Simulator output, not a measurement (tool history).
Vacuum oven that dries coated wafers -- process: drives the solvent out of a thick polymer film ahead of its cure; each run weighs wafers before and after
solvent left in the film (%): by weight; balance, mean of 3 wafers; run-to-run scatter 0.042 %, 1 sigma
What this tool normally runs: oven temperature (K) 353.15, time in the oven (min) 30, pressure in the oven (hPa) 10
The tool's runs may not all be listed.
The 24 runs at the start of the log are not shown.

run,hour,oven temperature (K),time in the oven (min),pressure in the oven (hPa),hours of work since the thermocouples were calibrated,hours of work since the vacuum gauge was cleaned of residue,solvent left in the film (%)
25,585.3,367.15,30,35.8,287,740,1.15
26,599.2,356.15,50,11.6,296,749,0.66
27,614.3,354.15,38,9.4,305,759,0.99
28,647.5,345.15,23,29.6,326,780,7.58
29,670.1,344.15,22,10,341,794,7.47
# hour 673.9: vacuum gauge cleaned of residue and calibrated
30,701.8,344.15,22,10,360,18,7.36
31,730.9,344.15,47,10,378,36,2.82
32,760.2,344.15,47,10,397,55,2.77
33,787,344.15,47,10,414,72,2.75
34,811,359.15,30,21,429,87,1.21
# hour 827.1: vacuum gauge cleaned of residue and calibrated, once more
35,834.5,359.15,30,21,443,5,1.19
36,852.3,359.15,30,21,454,16,1.15
37,869.6,359.15,30,21,465,27,1.14
38,888.6,358.15,49,6.5,477,39,0.28
39,916.5,358.15,17,17.7,495,57,3.13
40,937.8,367.15,20,10,509,70,0.53
41,957.6,341.15,20,10,521,83,9.82
42,980.9,341.15,20,10,536,98,9.84
43,1000.7,353.15,15,12.4,548,110,5.8
44,1030,353.15,18,9.7,567,129,4.51
45,1049.7,353.15,18,15,580,141,4.86

Consider 3 possible next runs. They are alternatives, not a sequence: every one starts from the tool as it was left by run 45. What does each give?
A,1068.1,353.15,30,10.8,591,153,?
B,1068.1,353.15,18,36.7,591,153,?
C,1068.1,364.15,30,12.5,591,153,?

run,solvent left in the film (%)
A,2.01
B,5.69
C,0.49
What these runs would have given with no unlogged condition in the tool:
run,solvent left in the film (%)
A,1.76
B,5.25
C,0.44

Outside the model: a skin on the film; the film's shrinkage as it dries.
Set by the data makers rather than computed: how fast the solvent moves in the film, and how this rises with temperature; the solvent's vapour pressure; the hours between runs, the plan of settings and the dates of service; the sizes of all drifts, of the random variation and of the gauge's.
